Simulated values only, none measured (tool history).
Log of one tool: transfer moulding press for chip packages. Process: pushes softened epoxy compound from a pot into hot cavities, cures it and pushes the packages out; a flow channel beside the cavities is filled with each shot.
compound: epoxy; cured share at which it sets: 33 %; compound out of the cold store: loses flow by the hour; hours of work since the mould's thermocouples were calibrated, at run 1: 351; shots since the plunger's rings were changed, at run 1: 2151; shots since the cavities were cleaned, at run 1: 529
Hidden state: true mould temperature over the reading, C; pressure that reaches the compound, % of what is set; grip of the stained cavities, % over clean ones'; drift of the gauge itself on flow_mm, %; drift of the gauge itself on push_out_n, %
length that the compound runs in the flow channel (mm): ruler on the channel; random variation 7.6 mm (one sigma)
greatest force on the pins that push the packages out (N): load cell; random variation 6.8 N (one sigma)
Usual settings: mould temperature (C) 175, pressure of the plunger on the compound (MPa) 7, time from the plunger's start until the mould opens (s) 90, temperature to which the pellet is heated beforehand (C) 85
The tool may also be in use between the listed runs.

run,hour,mould temperature (C),pressure of the plunger on the compound (MPa),time from the plunger's start until the mould opens (s),temperature to which the pellet is heated beforehand (C),hours of work since the mould's thermocouples were calibrated,shots since the plunger's rings were changed,shots since the cavities were cleaned,incoming compound's hours out of the cold store,length that the compound runs in the flow channel (mm),greatest force on the pins that push the packages out (N)
1,0,175,7,90,85,351,2151,529,40.4,861,438
2,60.8,175,7,90,87,379,2675,1053,25,893,494
# hour 69.7: cavities cleaned with cleaning compound and waxed
3,119,175,7,90,87,405,3163,425,34,876,575
4,167.9,175,7,90,85,428,3584,846,42.4,840,523
# hour 201.9: cavities cleaned with cleaning compound and waxed
5,255.7,175,7,90,83,468,4327,463,29.5,875,413
6,301.5,175,7,90,85,490,4721,857,34,854,502
# hour 333.4: cavities cleaned with cleaning compound and waxed
# hour 373.9: plunger's sealing rings changed
7,387.4,181,7,90,85,528,117,443,36.7,870,382
# hour 463.4: cavities cleaned with cleaning compound and waxed
# hour 466.4: cavities cleaned with cleaning compound and waxed, once more
8,466.4,181,7,90,85,563,771,0,26.8,904,233
9,542.9,181,7,90,85,599,1430,659,22.3,904,429
# hour 563: mould's thermocouples calibrated
10,588.4,180,7,90,85,12,1804,1033,43.4,836,437
# hour 601.3: cavities cleaned with cleaning compound and waxed
11,626.2,180,7,90,85,29,2117,215,43.7,837,329
12,705.6,175,7,90,85,66,2800,898,21.6,897,504
# hour 733.6: cavities cleaned with cleaning compound and waxed
13,791.1,175,7,90,85,105,3524,495,41.4,854,432
14,847.4,175,7,90,85,131,4009,980,24.7,883,514
# hour 862.6: cavities cleaned with cleaning compound and waxed
15,924.6,175,7,90,85,166,4661,534,47,827,426
# hour 990.9: cavities cleaned with cleaning compound and waxed
# hour 1004.3: plunger's sealing rings changed
16,1004.9,171,7,90,85,202,6,100,40.2,900,369
17,1045.8,171,7,90,85,221,357,451,40.3,890,482
# hour 1120.6: cavities cleaned with cleaning compound and waxed
18,1133.8,171,7,78,83,261,1102,113,32.5,909,503
19,1178.5,174,5.56,79,87,282,1487,498,37.4,791,520
# hour 1251.3: cavities cleaned with cleaning compound and waxed
20,1257.6,179,6.59,127,85,318,2155,54,29.3,847,253
21,1334.4,175,7,90,85,354,2816,715,47.6,841,454
# hour 1378.6: cavities cleaned with cleaning compound and waxed
22,1378.6,168,7.54,82,94,374,3184,0,24,965,469
23,1434.8,168,6.16,82,94,400,3668,484,35.7,838,725

Forecast each of these 5 alternatives for the next run:
# hour 1509.3: cavities cleaned with cleaning compound and waxed
A,1511.4,173,8.38,90,83,435,4315,18,31.2,?,?
# hour 1509.3: cavities cleaned with cleaning compound and waxed
B,1511.4,168,6.16,88,94,435,4315,18,35.4,?,?
# hour 1509.3: cavities cleaned with cleaning compound and waxed
C,1511.4,168,6.16,83,94,435,4315,18,22.5,?,?
# hour 1509.3: cavities cleaned with cleaning compound and waxed
D,1511.4,168,6.82,99,94,435,4315,18,15.6,?,?
# hour 1509.3: cavities cleaned with cleaning compound and waxed
E,1511.4,173,6.48,82,90,435,4315,18,40.7,?,?

run,length that the compound runs in the flow channel (mm),greatest force on the pins that push the packages out (N)
A,949,291
B,829,387
C,868,463
D,932,317
E,815,336
Without the tool's hidden state the same runs would have given:
run,length that the compound runs in the flow channel (mm),greatest force on the pins that push the packages out (N)
A,996,287
B,870,388
C,911,465
D,978,316
E,855,334

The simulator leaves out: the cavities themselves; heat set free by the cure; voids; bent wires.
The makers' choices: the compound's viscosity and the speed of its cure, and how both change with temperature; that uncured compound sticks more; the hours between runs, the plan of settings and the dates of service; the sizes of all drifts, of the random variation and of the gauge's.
